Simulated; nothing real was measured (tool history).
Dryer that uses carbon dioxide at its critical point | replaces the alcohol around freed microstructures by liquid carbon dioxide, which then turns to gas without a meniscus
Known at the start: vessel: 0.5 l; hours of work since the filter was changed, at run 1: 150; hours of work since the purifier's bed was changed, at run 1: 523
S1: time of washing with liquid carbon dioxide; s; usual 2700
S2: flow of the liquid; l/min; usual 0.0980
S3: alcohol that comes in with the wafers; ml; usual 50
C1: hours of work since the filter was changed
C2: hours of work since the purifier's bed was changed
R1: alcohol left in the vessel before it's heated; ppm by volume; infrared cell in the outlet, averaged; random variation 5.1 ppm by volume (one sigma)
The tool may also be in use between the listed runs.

{"run": 1, "hour": 0.0, "S1": 2700, "S2": 0.098, "S3": 50, "C1": 150, "C2": 523, "R1": 113}
{"run": 2, "hour": 17.5, "S1": 2700, "S2": 0.098, "S3": 50, "C1": 164, "C2": 537, "R1": 112}
{"run": 3, "hour": 38.0, "S1": 2700, "S2": 0.098, "S3": 50, "C1": 180, "C2": 553, "R1": 118}
{"run": 4, "hour": 63.7, "S1": 2700, "S2": 0.098, "S3": 50, "C1": 201, "C2": 573, "R1": 120}
{"run": 5, "hour": 86.7, "S1": 1980, "S2": 0.098, "S3": 50, "C1": 219, "C2": 591, "R1": 651}
{"hour": 93.9, "done": "inlet filter changed"}
{"run": 6, "hour": 113.3, "S1": 2700, "S2": 0.098, "S3": 50, "C1": 15, "C2": 612, "R1": 81}
{"run": 7, "hour": 132.7, "S1": 2700, "S2": 0.098, "S3": 50, "C1": 31, "C2": 627, "R1": 74}
{"run": 8, "hour": 150.1, "S1": 2700, "S2": 0.098, "S3": 50, "C1": 45, "C2": 641, "R1": 91}
{"run": 9, "hour": 173.3, "S1": 2700, "S2": 0.098, "S3": 50, "C1": 63, "C2": 659, "R1": 94}
{"run": 10, "hour": 185.2, "S1": 2700, "S2": 0.1085, "S3": 50, "C1": 72, "C2": 669, "R1": 56}
{"run": 11, "hour": 209.6, "S1": 2700, "S2": 0.098, "S3": 50, "C1": 92, "C2": 688, "R1": 92}
{"run": 12, "hour": 226.0, "S1": 2700, "S2": 0.098, "S3": 50, "C1": 105, "C2": 701, "R1": 102}
{"run": 13, "hour": 241.2, "S1": 2700, "S2": 0.0874, "S3": 50, "C1": 117, "C2": 713, "R1": 200}
{"run": 14, "hour": 264.4, "S1": 2700, "S2": 0.0874, "S3": 50, "C1": 135, "C2": 732, "R1": 204}
{"run": 15, "hour": 279.5, "S1": 2700, "S2": 0.0874, "S3": 50, "C1": 147, "C2": 744, "R1": 213}
{"run": 16, "hour": 304.7, "S1": 2700, "S2": 0.0874, "S3": 50, "C1": 167, "C2": 764, "R1": 213}
{"run": 17, "hour": 317.5, "S1": 1740, "S2": 0.098, "S3": 34, "C1": 177, "C2": 774, "R1": 715}
{"run": 18, "hour": 338.9, "S1": 1740, "S2": 0.098, "S3": 34, "C1": 194, "C2": 791, "R1": 781}
{"run": 19, "hour": 358.4, "S1": 2700, "S2": 0.1026, "S3": 50, "C1": 210, "C2": 806, "R1": 106}
{"hour": 377.3, "done": "inlet filter changed"}
{"run": 20, "hour": 384.3, "S1": 3540, "S2": 0.111, "S3": 58, "C1": 6, "C2": 826, "R1": 45}
{"run": 21, "hour": 404.6, "S1": 2640, "S2": 0.111, "S3": 23, "C1": 22, "C2": 842, "R1": 55}

Forecast run 22:
{"run": 22, "hour": 421.6, "S1": 2640, "S2": 0.098, "S3": 96, "C1": 35, "C2": 856, "R1": "?"}

Run 22 gave R1 166 ppm by volume.
Without the tool's hidden state the same run would have given R1 111 ppm by volume.
